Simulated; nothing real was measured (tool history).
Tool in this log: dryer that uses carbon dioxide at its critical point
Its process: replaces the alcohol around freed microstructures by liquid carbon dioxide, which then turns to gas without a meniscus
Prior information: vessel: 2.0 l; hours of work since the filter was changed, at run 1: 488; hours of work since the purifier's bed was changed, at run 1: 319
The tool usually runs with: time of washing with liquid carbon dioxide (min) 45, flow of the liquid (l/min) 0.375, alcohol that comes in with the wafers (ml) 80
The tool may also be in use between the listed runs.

| run | hour | time of washing with liquid carbon dioxide (min) | flow of the liquid (l/min) | alcohol that comes in with the wafers (ml) | hours of work since the filter was changed | hours of work since the purifier's bed was changed | alcohol left in the vessel before it's heated (ppm by volume) |
|---|---|---|---|---|---|---|---|
| 1 | 0 | 45 | 0.375 | 80 | 488 | 319 | 225 |
| 2 | 18.4 | 45 | 0.375 | 80 | 496 | 327 | 227 |
| 3 | 41.1 | 45 | 0.375 | 80 | 507 | 338 | 236 |
| 4 | 62.2 | 45 | 0.375 | 80 | 517 | 348 | 258 |
|  | 84 | inlet filter changed |
| 5 | 84.8 | 45 | 0.375 | 80 | 0 | 358 | 174 |
| 6 | 98.5 | 45 | 0.375 | 50 | 7 | 364 | 144 |
| 7 | 123.8 | 45 | 0.554 | 50 | 19 | 376 | 110 |
| 8 | 145.9 | 50 | 0.375 | 80 | 29 | 386 | 153 |
| 9 | 168.8 | 50 | 0.375 | 80 | 40 | 397 | 150 |
| 10 | 182.8 | 30 | 0.253 | 39 | 46 | 404 | 1250 |
| 11 | 204.2 | 27 | 0.538 | 22 | 56 | 414 | 171 |
| 12 | 226.7 | 64 | 0.452 | 23 | 67 | 424 | 124 |
| 13 | 250.1 | 39 | 0.54 | 80 | 78 | 435 | 144 |
| 14 | 276 | 39 | 0.495 | 57 | 90 | 447 | 152 |
| 15 | 289.2 | 39 | 0.495 | 57 | 96 | 453 | 163 |
| 16 | 303.8 | 39 | 0.573 | 29 | 103 | 460 | 124 |
| 17 | 323.7 | 39 | 0.573 | 48 | 112 | 470 | 140 |

Run 18 has not been measured yet. What should we expect?
| 18 | 343.3 | 39 | 0.573 | 48 | 121 | 479 | ? |

alcohol left in the vessel before it's heated (ppm by volume): 135
With the hidden condition absent and the run-to-run variation left alone, this run would have shown alcohol left in the vessel before it's heated (ppm by volume) 9.
